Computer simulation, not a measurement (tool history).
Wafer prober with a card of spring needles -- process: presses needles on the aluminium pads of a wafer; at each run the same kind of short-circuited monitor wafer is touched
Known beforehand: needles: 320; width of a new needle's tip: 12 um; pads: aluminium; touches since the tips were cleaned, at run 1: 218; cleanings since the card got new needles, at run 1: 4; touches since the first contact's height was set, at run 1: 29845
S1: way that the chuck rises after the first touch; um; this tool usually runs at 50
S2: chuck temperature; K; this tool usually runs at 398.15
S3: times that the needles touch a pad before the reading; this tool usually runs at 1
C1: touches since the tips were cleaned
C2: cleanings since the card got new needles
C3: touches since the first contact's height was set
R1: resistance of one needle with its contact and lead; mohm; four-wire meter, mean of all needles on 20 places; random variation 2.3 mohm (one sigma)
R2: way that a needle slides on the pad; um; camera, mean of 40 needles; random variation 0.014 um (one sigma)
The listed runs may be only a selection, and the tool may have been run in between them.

run,day,S1,S2,S3,C1,C2,C3,R1,R2
1,0,50,398.15,1,218,4,29845,289,10.76
2,0.425,50,398.15,1,1849,4,31476,361,10.73
3,0.758,50,398.15,1,3127,4,32754,380,10.74
4,0.975,50,398.15,1,3972,4,33599,396,10.76
5,1.171,50,398.15,1,4725,4,34352,404,10.76
6,1.446,50,398.15,1,5781,4,35408,406,10.75
# day 1.592: tips cleaned on abrasive film
7,1.775,50,398.15,1,699,5,36646,445,10.75
8,1.971,50,313.15,1,1453,5,37400,446,10.73
9,2.408,50,313.15,1,3145,5,39092,431,10.74
10,2.6,50,313.15,1,3876,5,39823,428,10.75
11,2.838,50,313.15,1,4788,5,40735,416,10.74
# day 3.238: tips cleaned on abrasive film
12,3.254,50,313.15,1,58,6,42321,257,10.73
13,3.592,46,304.15,2,1356,6,43619,304,9.88
# day 3.883: tips cleaned on abrasive film, once more
14,3.967,50,396.15,2,320,7,45049,275,10.71
15,4.288,50,396.15,2,1552,7,46281,315,10.73
16,4.571,50,396.15,2,2641,7,47370,330,10.73
17,4.817,35,381.15,2,3577,7,48306,402,7.49
18,5.062,50,329.15,1,4535,7,49264,399,10.71
19,5.45,57,303.15,1,6021,7,50750,377,12.23
# day 5.533: tips cleaned on abrasive film
20,5.862,49,336.15,3,1272,8,52316,275,10.52
21,6.108,49,351.15,1,2211,8,53255,365,10.49
22,6.4,63,369.15,1,3345,8,54389,346,13.5
23,6.683,36,321.15,1,4427,8,55471,516,7.71
24,6.862,50,398.15,3,5114,8,56158,314,10.7

3 options for the next run, each taken on its own from the tool as it stands now. Forecast them:
A,7.092,33,398.15,1,5992,8,57036,?,?
B,7.092,42,323.15,1,5992,8,57036,?,?
C,7.092,50,398.15,2,5992,8,57036,?,?

run,R1,R2
A,561,7.04
B,464,8.99
C,348,10.69
Stripped of hidden state, with their random variation kept, the same runs would have yielded:
run,R1,R2
A,264,7.11
B,240,9.06
C,257,10.76
